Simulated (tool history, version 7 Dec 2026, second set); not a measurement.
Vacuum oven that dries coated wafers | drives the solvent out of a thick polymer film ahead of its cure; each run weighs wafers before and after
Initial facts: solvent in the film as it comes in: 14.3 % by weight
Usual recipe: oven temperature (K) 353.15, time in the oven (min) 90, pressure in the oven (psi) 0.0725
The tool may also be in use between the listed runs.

Run 1, hour 0.0: usual settings. Result: solvent left in the film (%) 1.36.
Run 2, hour 17.3: usual settings but oven temperature (K) 361.15. Result: solvent left in the film (%) 0.57.
Run 3, hour 29.5: usual settings but oven temperature (K) 349.15. Result: solvent left in the film (%) 2.24.
Run 4, hour 45.6: usual settings. Result: solvent left in the film (%) 1.46.
Run 5, hour 60.0: usual settings. Result: solvent left in the film (%) 1.41.
Run 6, hour 73.9: usual settings. Result: solvent left in the film (%) 1.40.
Run 7, hour 91.6: usual settings but oven temperature (K) 366.15. Result: solvent left in the film (%) 0.33.
Run 8, hour 104.3: usual settings but oven temperature (K) 366.15, time in the oven (min) 71. Result: solvent left in the film (%) 0.43.
Run 9, hour 113.2: usual settings but oven temperature (K) 366.15, time in the oven (min) 71. Result: solvent left in the film (%) 0.38.
Run 10, hour 128.9: usual settings but oven temperature (K) 366.15, time in the oven (min) 71. Result: solvent left in the film (%) 0.42.
Run 11, hour 137.4: usual settings but oven temperature (K) 366.15, time in the oven (min) 71. Result: solvent left in the film (%) 0.40.
Run 12, hour 146.0: usual settings but oven temperature (K) 366.15, time in the oven (min) 71. Result: solvent left in the film (%) 0.50.
Run 13, hour 159.6: usual settings but oven temperature (K) 349.15, time in the oven (min) 74, pressure in the oven (psi) 0.1028. Result: solvent left in the film (%) 2.98.
Run 14, hour 168.5: usual settings but oven temperature (K) 364.15, time in the oven (min) 142, pressure in the oven (psi) 0.1870. Result: solvent left in the film (%) 0.62.
Run 15, hour 186.8: usual settings but oven temperature (K) 340.15, time in the oven (min) 88, pressure in the oven (psi) 0.0808. Result: solvent left in the film (%) 5.04.
Run 16, hour 203.0: usual settings but oven temperature (K) 339.15, time in the oven (min) 73, pressure in the oven (psi) 0.0775. Result: solvent left in the film (%) 6.01.
Run 17, hour 213.2: usual settings but oven temperature (K) 366.15, pressure in the oven (psi) 0.1983. Result: solvent left in the film (%) 0.73.
Run 18, hour 223.7: usual settings but oven temperature (K) 366.15, pressure in the oven (psi) 0.1983. Result: solvent left in the film (%) 0.63.
Run 19, hour 240.3: usual settings but oven temperature (K) 366.15, time in the oven (min) 91, pressure in the oven (psi) 0.1983. Result: solvent left in the film (%) 0.62.
Run 20, hour 258.3: usual settings but oven temperature (K) 366.15, time in the oven (min) 91, pressure in the oven (psi) 0.1983. Result: solvent left in the film (%) 0.72.
Run 21, hour 274.9: usual settings but oven temperature (K) 354.15, pressure in the oven (psi) 0.2824. Result: solvent left in the film (%) 2.15.
Run 22, hour 286.9: usual settings but oven temperature (K) 354.15, time in the oven (min) 109, pressure in the oven (psi) 0.2824. Result: solvent left in the film (%) 1.80.
Run 23, hour 297.2: usual settings but oven temperature (K) 359.15, time in the oven (min) 79, pressure in the oven (psi) 0.1894. Result: solvent left in the film (%) 1.24.
Run 24, hour 312.0: usual settings but oven temperature (K) 359.15, time in the oven (min) 157, pressure in the oven (psi) 0.0585. Result: solvent left in the film (%) 0.27.

Here are 3 independent what-if runs from the current tool condition. What would each one return?
Run A, hour 328.0: usual settings but oven temperature (K) 346.15, time in the oven (min) 56, pressure in the oven (psi) 0.2070. Result: solvent left in the film (%) ?.
Run B, hour 328.0: usual settings but oven temperature (K) 363.15, time in the oven (min) 157, pressure in the oven (psi) 0.0585. Result: solvent left in the film (%) ?.
Run C, hour 328.0: usual settings but pressure in the oven (psi) 0.1565. Result: solvent left in the film (%) ?.

run  solvent left in the film (%)
  A                          5.42
  B                          0.26
  C                          1.84
With the hidden condition removed and each run's random variation left untouched, the same runs would have given:
run  solvent left in the film (%)
  A                          5.70
  B                          0.22
  C                          1.99
